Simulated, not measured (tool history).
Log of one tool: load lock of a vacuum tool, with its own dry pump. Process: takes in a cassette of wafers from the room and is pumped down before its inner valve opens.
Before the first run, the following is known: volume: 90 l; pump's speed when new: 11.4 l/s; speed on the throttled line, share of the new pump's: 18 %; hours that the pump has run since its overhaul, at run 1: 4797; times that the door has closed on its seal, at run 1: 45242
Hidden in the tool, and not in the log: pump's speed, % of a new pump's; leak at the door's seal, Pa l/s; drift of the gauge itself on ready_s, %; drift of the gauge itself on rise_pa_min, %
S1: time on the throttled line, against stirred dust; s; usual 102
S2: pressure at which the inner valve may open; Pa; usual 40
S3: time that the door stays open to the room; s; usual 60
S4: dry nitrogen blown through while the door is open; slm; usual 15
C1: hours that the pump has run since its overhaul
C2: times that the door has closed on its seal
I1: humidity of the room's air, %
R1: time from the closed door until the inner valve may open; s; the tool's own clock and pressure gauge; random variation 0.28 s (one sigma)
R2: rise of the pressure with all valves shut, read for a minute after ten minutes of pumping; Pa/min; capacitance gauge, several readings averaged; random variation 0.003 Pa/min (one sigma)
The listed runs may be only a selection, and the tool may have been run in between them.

{"run": 1, "hour": 0.0, "S1": 102, "S2": 40, "S3": 60, "S4": 15, "C1": 4797, "C2": 45242, "I1": 46.0, "R1": 146.3, "R2": 0.209}
{"run": 2, "hour": 318.8, "S1": 102, "S2": 40, "S3": 104, "S4": 15, "C1": 5116, "C2": 46551, "I1": 45.5, "R1": 146.4, "R2": 0.235}
{"run": 3, "hour": 670.1, "S1": 102, "S2": 40, "S3": 80, "S4": 15, "C1": 5468, "C2": 47992, "I1": 47.6, "R1": 146.6, "R2": 0.245}
{"run": 4, "hour": 890.7, "S1": 102, "S2": 40, "S3": 80, "S4": 15, "C1": 5688, "C2": 48898, "I1": 48.7, "R1": 146.9, "R2": 0.248}
{"hour": 938.6, "done": "door's seal changed, seat wiped"}
{"run": 5, "hour": 1126.0, "S1": 102, "S2": 40, "S3": 80, "S4": 15, "C1": 5922, "C2": 769, "I1": 45.6, "R1": 146.2, "R2": 0.027}
{"run": 6, "hour": 1370.8, "S1": 102, "S2": 40, "S3": 80, "S4": 15, "C1": 6167, "C2": 1774, "I1": 40.6, "R1": 146.6, "R2": 0.021}
{"run": 7, "hour": 1574.4, "S1": 102, "S2": 40, "S3": 80, "S4": 15, "C1": 6370, "C2": 2610, "I1": 47.0, "R1": 146.9, "R2": 0.022}
{"run": 8, "hour": 1777.4, "S1": 102, "S2": 40, "S3": 80, "S4": 15, "C1": 6573, "C2": 3443, "I1": 43.3, "R1": 146.4, "R2": 0.023}
{"run": 9, "hour": 1942.8, "S1": 102, "S2": 40, "S3": 80, "S4": 15, "C1": 6739, "C2": 4122, "I1": 48.0, "R1": 146.9, "R2": 0.027}
{"run": 10, "hour": 2204.2, "S1": 102, "S2": 40, "S3": 80, "S4": 15, "C1": 7000, "C2": 5195, "I1": 46.2, "R1": 147.2, "R2": 0.036}
{"run": 11, "hour": 2382.5, "S1": 102, "S2": 40, "S3": 80, "S4": 15, "C1": 7179, "C2": 5926, "I1": 45.9, "R1": 147.2, "R2": 0.04}
{"run": 12, "hour": 2638.7, "S1": 102, "S2": 40, "S3": 80, "S4": 15, "C1": 7435, "C2": 6978, "I1": 44.8, "R1": 146.6, "R2": 0.034}
{"run": 13, "hour": 2860.2, "S1": 102, "S2": 40, "S3": 80, "S4": 15, "C1": 7656, "C2": 7887, "I1": 44.6, "R1": 147.0, "R2": 0.042}
{"run": 14, "hour": 3097.5, "S1": 102, "S2": 40, "S3": 80, "S4": 15, "C1": 7893, "C2": 8861, "I1": 44.4, "R1": 146.7, "R2": 0.039}
{"run": 15, "hour": 3273.0, "S1": 102, "S2": 40, "S3": 80, "S4": 15, "C1": 8069, "C2": 9581, "I1": 47.6, "R1": 147.2, "R2": 0.045}
{"run": 16, "hour": 3432.2, "S1": 102, "S2": 40, "S3": 80, "S4": 15, "C1": 8228, "C2": 10234, "I1": 47.6, "R1": 147.2, "R2": 0.04}
{"run": 17, "hour": 3735.1, "S1": 102, "S2": 40, "S3": 80, "S4": 15, "C1": 8531, "C2": 11477, "I1": 42.4, "R1": 147.0, "R2": 0.05}
{"run": 18, "hour": 3996.4, "S1": 102, "S2": 40, "S3": 60, "S4": 15, "C1": 8792, "C2": 12550, "I1": 47.0, "R1": 147.3, "R2": 0.053}
{"run": 19, "hour": 4246.2, "S1": 102, "S2": 40, "S3": 60, "S4": 15, "C1": 9042, "C2": 13575, "I1": 46.2, "R1": 146.8, "R2": 0.048}
{"run": 20, "hour": 4398.5, "S1": 80, "S2": 67, "S3": 60, "S4": 15, "C1": 9194, "C2": 14200, "I1": 46.3, "R1": 125.0, "R2": 0.047}
{"run": 21, "hour": 4624.8, "S1": 102, "S2": 35, "S3": 60, "S4": 15, "C1": 9421, "C2": 15129, "I1": 43.2, "R1": 148.8, "R2": 0.052}
{"run": 22, "hour": 4850.7, "S1": 102, "S2": 40, "S3": 40, "S4": 6, "C1": 9647, "C2": 16056, "I1": 42.6, "R1": 147.4, "R2": 0.054}
{"run": 23, "hour": 5084.7, "S1": 65, "S2": 42, "S3": 40, "S4": 8, "C1": 9881, "C2": 17016, "I1": 40.1, "R1": 116.8, "R2": 0.053}
{"run": 24, "hour": 5386.9, "S1": 65, "S2": 42, "S3": 52, "S4": 23, "C1": 10183, "C2": 18256, "I1": 44.6, "R1": 117.4, "R2": 0.062}
{"run": 25, "hour": 5552.0, "S1": 65, "S2": 42, "S3": 52, "S4": 23, "C1": 10348, "C2": 18934, "I1": 46.7, "R1": 116.9, "R2": 0.06}
{"run": 26, "hour": 5845.3, "S1": 102, "S2": 64, "S3": 54, "S4": 15, "C1": 10641, "C2": 20138, "I1": 43.7, "R1": 143.8, "R2": 0.067}
{"run": 27, "hour": 6018.3, "S1": 103, "S2": 44, "S3": 76, "S4": 4, "C1": 10814, "C2": 20848, "I1": 49.2, "R1": 147.7, "R2": 0.084}
{"run": 28, "hour": 6328.3, "S1": 103, "S2": 44, "S3": 76, "S4": 4, "C1": 11124, "C2": 22120, "I1": 45.0, "R1": 147.7, "R2": 0.09}
{"run": 29, "hour": 6603.3, "S1": 103, "S2": 44, "S3": 76, "S4": 4, "C1": 11399, "C2": 23248, "I1": 45.2, "R1": 147.4, "R2": 0.099}
{"run": 30, "hour": 6836.1, "S1": 103, "S2": 44, "S3": 76, "S4": 4, "C1": 11632, "C2": 24204, "I1": 47.1, "R1": 147.7, "R2": 0.102}
{"run": 31, "hour": 7086.5, "S1": 103, "S2": 44, "S3": 76, "S4": 4, "C1": 11883, "C2": 25232, "I1": 45.8, "R1": 147.7, "R2": 0.103}
{"run": 32, "hour": 7272.2, "S1": 103, "S2": 44, "S3": 76, "S4": 4, "C1": 12068, "C2": 25994, "I1": 46.8, "R1": 147.8, "R2": 0.101}
{"run": 33, "hour": 7626.5, "S1": 103, "S2": 64, "S3": 76, "S4": 29, "C1": 12422, "C2": 27448, "I1": 43.2, "R1": 145.0, "R2": 0.102}
{"run": 34, "hour": 7968.9, "S1": 148, "S2": 72, "S3": 57, "S4": 35, "C1": 12765, "C2": 28853, "I1": 46.2, "R1": 180.0, "R2": 0.105}
{"run": 35, "hour": 8279.7, "S1": 102, "S2": 48, "S3": 60, "S4": 16, "C1": 13076, "C2": 30128, "I1": 42.7, "R1": 146.4, "R2": 0.11}
{"run": 36, "hour": 8631.6, "S1": 102, "S2": 48, "S3": 60, "S4": 16, "C1": 13428, "C2": 31573, "I1": 41.8, "R1": 146.4, "R2": 0.123}
{"run": 37, "hour": 8964.0, "S1": 199, "S2": 48, "S3": 60, "S4": 11, "C1": 13760, "C2": 32937, "I1": 47.0, "R1": 225.4, "R2": 0.132}

Hidden state or all else? Some run-to-run changes of R1, split into what the settings, what came in and random variation would give without the hidden state, and what is left for the hidden state (with any gauge scatter that isn't in both results):
Run 25 -> 26: S1 65 -> 102, S2 42 -> 64, S3 52 -> 54, S4 23 -> 15. R1 +26.9 s: hidden state -0.5, all else +27.4.
Run 33 -> 34: S1 103 -> 148, S2 64 -> 72, S3 76 -> 57, S4 29 -> 35. R1 +35.0 s: hidden state -0.5, all else +35.5.
Run 34 -> 35: S1 148 -> 102, S2 72 -> 48, S3 57 -> 60, S4 35 -> 16. R1 -33.6 s: hidden state +0.7, all else -34.3.
Run 36 -> 37: S1 102 -> 199, S4 16 -> 11. R1 +79.0 s: hidden state -1.0, all else +80.0.
